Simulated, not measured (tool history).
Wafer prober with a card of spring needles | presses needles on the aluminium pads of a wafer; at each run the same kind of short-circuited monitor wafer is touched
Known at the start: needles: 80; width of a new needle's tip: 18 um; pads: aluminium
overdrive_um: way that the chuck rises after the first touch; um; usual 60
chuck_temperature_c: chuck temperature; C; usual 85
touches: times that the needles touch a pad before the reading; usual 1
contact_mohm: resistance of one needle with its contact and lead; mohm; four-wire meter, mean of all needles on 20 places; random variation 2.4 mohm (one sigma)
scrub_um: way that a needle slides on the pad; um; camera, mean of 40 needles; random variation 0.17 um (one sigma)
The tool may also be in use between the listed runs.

run   hour  overdrive_um  chuck_temperature_c  touches  contact_mohm  scrub_um
  1    0.0            60                   85        1           309     16.30
       2.5  -- tips cleaned on abrasive film
       9.8  -- tips cleaned on abrasive film
  2   14.8            60                   85        1           312     16.19
      16.4  -- tips cleaned on abrasive film
      23.1  -- tips cleaned on abrasive film
  3   27.1            60                   85        1           304     16.10
      29.7  -- tips cleaned on abrasive film
      37.4  -- tips cleaned on abrasive film
      44.3  -- tips cleaned on abrasive film
  4   44.3            60                   85        1           280     16.36
      51.8  -- tips cleaned on abrasive film
      58.9  -- tips cleaned on abrasive film
  5   62.2            45                   85        1           325     11.84
      65.3  -- tips cleaned on abrasive film
      71.6  -- tips cleaned on abrasive film
      78.0  -- tips cleaned on abrasive film
  6   79.7            60                   42        1           280     15.71
      85.4  -- tips cleaned on abrasive film
      92.1  -- tips cleaned on abrasive film
  7   98.0            60                   42        1           312     15.89
      99.4  -- tips cleaned on abrasive film
     106.5  -- tips cleaned on abrasive film
     114.2  -- tips cleaned on abrasive film
  8  117.1            50                   85        1           310     13.03
     121.6  -- tips cleaned on abrasive film
     129.0  -- tips cleaned on abrasive film
     135.3  -- tips cleaned on abrasive film
  9  135.3            50                   85        1           288     12.93
     142.5  -- tips cleaned on abrasive film
     148.9  -- tips cleaned on abrasive film
     156.0  -- tips cleaned on abrasive film
 10  156.0            60                   85        1           284     15.54
     162.6  -- tips cleaned on abrasive film
     169.9  -- tips cleaned on abrasive film
     177.1  -- tips cleaned on abrasive film
 11  178.5            60                   85        1           294     15.92
     184.2  -- tips cleaned on abrasive film
     191.2  -- tips cleaned on abrasive film
     198.3  -- tips cleaned on abrasive film
 12  198.3            60                   85        1           279     15.70
     205.8  -- tips cleaned on abrasive film
     213.0  -- tips cleaned on abrasive film
 13  214.7            60                   85        1           293     15.83
     220.6  -- tips cleaned on abrasive film
     228.2  -- tips cleaned on abrasive film
 14  228.5            60                   85        2           284     15.91
     235.4  -- tips cleaned on abrasive film
     238.3  -- height of the first contact set anew
     242.2  -- tips cleaned on abrasive film
     248.4  -- tips cleaned on abrasive film
 15  248.4            55                   57        1           275     15.43
     255.4  -- tips cleaned on abrasive film
     262.2  -- tips cleaned on abrasive film
     268.8  -- tips cleaned on abrasive film
 16  271.5            60                   85        2           294     17.08
     275.7  -- tips cleaned on abrasive film
 17  281.6            60                   75        1           318     16.71
     282.8  -- tips cleaned on abrasive film
     290.1  -- tips cleaned on abrasive film
 18  293.3            50                  113        3           306     13.88
     297.2  -- tips cleaned on abrasive film
     304.7  -- tips cleaned on abrasive film
     311.4  -- tips cleaned on abrasive film
 19  316.7            76                   85        1           300     21.00
     318.3  -- tips cleaned on abrasive film
     325.9  -- tips cleaned on abrasive film
     333.1  -- tips cleaned on abrasive film
     340.5  -- tips cleaned on abrasive film
 20  341.6            50                   84        1           295     13.55
     347.4  -- tips cleaned on abrasive film
     354.5  -- tips cleaned on abrasive film
     361.1  -- tips cleaned on abrasive film
 21  361.1            60                   58        1           274     16.60
     368.0  -- tips cleaned on abrasive film
     375.4  -- tips cleaned on abrasive film
 22  380.1            60                   27        1           300     16.35
     381.7  -- tips cleaned on abrasive film
     389.4  -- tips cleaned on abrasive film
 23  393.5            60                   69        1           303     16.60
     396.4  -- tips cleaned on abrasive film
     403.2  -- tips cleaned on abrasive film
     410.3  -- tips cleaned on abrasive film
 24  410.9            60                   30        1           276     16.52
     417.0  -- tips cleaned on abrasive film
     424.2  -- tips cleaned on abrasive film
     431.5  -- tips cleaned on abrasive film
 25  434.0            42                   30        1           313     11.21
     438.2  -- tips cleaned on abrasive film
     444.8  -- tips cleaned on abrasive film
 26  447.6            43                   25        1           317     11.54
     451.6  -- tips cleaned on abrasive film
     458.7  -- tips cleaned on abrasive film
     466.1  -- tips cleaned on abrasive film
 27  466.6            54                   45        1           274     14.74
     473.0  -- tips cleaned on abrasive film
     479.8  -- tips cleaned on abrasive film
     486.9  -- tips cleaned on abrasive film
 28  488.0            54                   45        1           286     14.56

Hidden state or all else? Some run-to-run changes of contact_mohm, split into what the settings, what came in and random variation would give without the hidden state, and what is left for the hidden state (with any gauge scatter that isn't in both results):
The hidden state here: debris on the tips, nm; way that the needles fall short of the set height, um; tips' diameter, um; drift of the gauge itself on contact_mohm, %; drift of the gauge itself on scrub_um, %.
Run 4 -> 5: overdrive_um 60 -> 45, tips cleaned on abrasive film, tips cleaned on abrasive film. contact_mohm +45 mohm: hidden state +40, all else +5.
Run 5 -> 6: overdrive_um 45 -> 60, chuck_temperature_c 85 -> 42, tips cleaned on abrasive film, tips cleaned on abrasive film, tips cleaned on abrasive film. contact_mohm -45 mohm: hidden state -28, all else -17.
Run 26 -> 27: overdrive_um 43 -> 54, chuck_temperature_c 25 -> 45, tips cleaned on abrasive film, tips cleaned on abrasive film, tips cleaned on abrasive film. contact_mohm -43 mohm: hidden state -40, all else -3.
